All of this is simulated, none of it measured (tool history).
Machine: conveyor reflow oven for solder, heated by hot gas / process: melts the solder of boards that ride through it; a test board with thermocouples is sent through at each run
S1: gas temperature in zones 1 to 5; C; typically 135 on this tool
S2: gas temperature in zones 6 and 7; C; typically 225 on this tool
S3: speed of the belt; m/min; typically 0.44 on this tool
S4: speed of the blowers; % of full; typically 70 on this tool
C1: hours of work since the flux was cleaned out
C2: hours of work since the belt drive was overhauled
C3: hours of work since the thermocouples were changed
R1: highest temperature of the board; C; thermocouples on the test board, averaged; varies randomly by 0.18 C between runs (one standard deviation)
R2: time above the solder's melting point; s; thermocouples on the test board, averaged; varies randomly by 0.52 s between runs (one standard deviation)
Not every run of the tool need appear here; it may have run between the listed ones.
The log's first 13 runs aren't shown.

run 14 hour=173.8 | S1=135 S2=225 S3=0.44 S4=70 | C1=38 C2=425 C3=174 | R1=210.2 R2=72.8
run 15 hour=190.2 | S1=135 S2=225 S3=0.44 S4=70 | C1=46 C2=434 C3=183 | R1=209.9 R2=73.6
run 16 hour=206.2 | S1=135 S2=225 S3=0.44 S4=70 | C1=55 C2=442 C3=191 | R1=209.5 R2=72.2
run 17 hour=214.9 | S1=135 S2=218 S3=0.424 S4=57 | C1=59 C2=446 C3=196 | R1=201.5 R2=59.7
run 18 hour=230.2 | S1=135 S2=218 S3=0.496 S4=55 | C1=67 C2=454 C3=204 | R1=195.9 R2=37.3
run 19 hour=240.8 | S1=135 S2=228 S3=0.43 S4=69 | C1=73 C2=460 C3=209 | R1=212.4 R2=77.7
run 20 hour=249.2 | S1=137 S2=219 S3=0.441 S4=69 | C1=77 C2=464 C3=213 | R1=205.1 R2=66
run 21 hour=257.5 | S1=137 S2=219 S3=0.441 S4=69 | C1=81 C2=468 C3=218 | R1=204.8 R2=65.6
run 22 hour=269.8 | S1=137 S2=228 S3=0.441 S4=69 | C1=88 C2=475 C3=224 | R1=212.5 R2=76.4
run 23 hour=286.8 | S1=137 S2=228 S3=0.441 S4=69 | C1=96 C2=484 C3=233 | R1=212.8 R2=77
run 24 hour=296.5 | S1=137 S2=238 S3=0.495 S4=50 | C1=102 C2=489 C3=238 | R1=210 R2=61.7
run 25 hour=313.4 | S1=137 S2=238 S3=0.374 S4=69 | C1=110 C2=497 C3=247 | R1=226 R2=108.5
run 26 hour=330.5 | S1=135 S2=225 S3=0.44 S4=89 | C1=119 C2=506 C3=256 | R1=213.6 R2=79.3
run 27 hour=338.7 | S1=142 S2=225 S3=0.44 S4=89 | C1=123 C2=511 C3=260 | R1=214.9 R2=84.3
run 28 hour=348.9 | S1=132 S2=225 S3=0.363 S4=89 | C1=129 C2=516 C3=265 | R1=217.9 R2=103.3
run 29 hour=357.7 | S1=133 S2=225 S3=0.363 S4=89 | C1=133 C2=520 C3=270 | R1=217.9 R2=102.3
run 30 hour=366.2 | S1=122 S2=216 S3=0.359 S4=75 | C1=138 C2=525 C3=274 | R1=206.2 R2=81.6
run 31 hour=377.1 | S1=122 S2=216 S3=0.4 S4=56 | C1=143 C2=530 C3=280 | R1=198.3 R2=52.3

Branching from run 31: 3 alternative next runs. What would each branch give?
run A hour=385.6 | S1=122 S2=216 S3=0.4 S4=65 | C1=148 C2=535 C3=284 | R1=? R2=?
run B hour=385.6 | S1=135 S2=225 S3=0.493 S4=70 | C1=148 C2=535 C3=284 | R1=? R2=?
run C hour=385.6 | S1=145 S2=231 S3=0.44 S4=63 | C1=148 C2=535 C3=284 | R1=? R2=?

run=A R1=201.1 R2=59.6
run=B R1=206 R2=58.5
run=C R1=215.1 R2=83.3
Stripped of hidden state, with their random variation kept, the same runs would have yielded:
run=A R1=201 R2=58.6
run=B R1=206 R2=57.7
run=C R1=215 R2=82

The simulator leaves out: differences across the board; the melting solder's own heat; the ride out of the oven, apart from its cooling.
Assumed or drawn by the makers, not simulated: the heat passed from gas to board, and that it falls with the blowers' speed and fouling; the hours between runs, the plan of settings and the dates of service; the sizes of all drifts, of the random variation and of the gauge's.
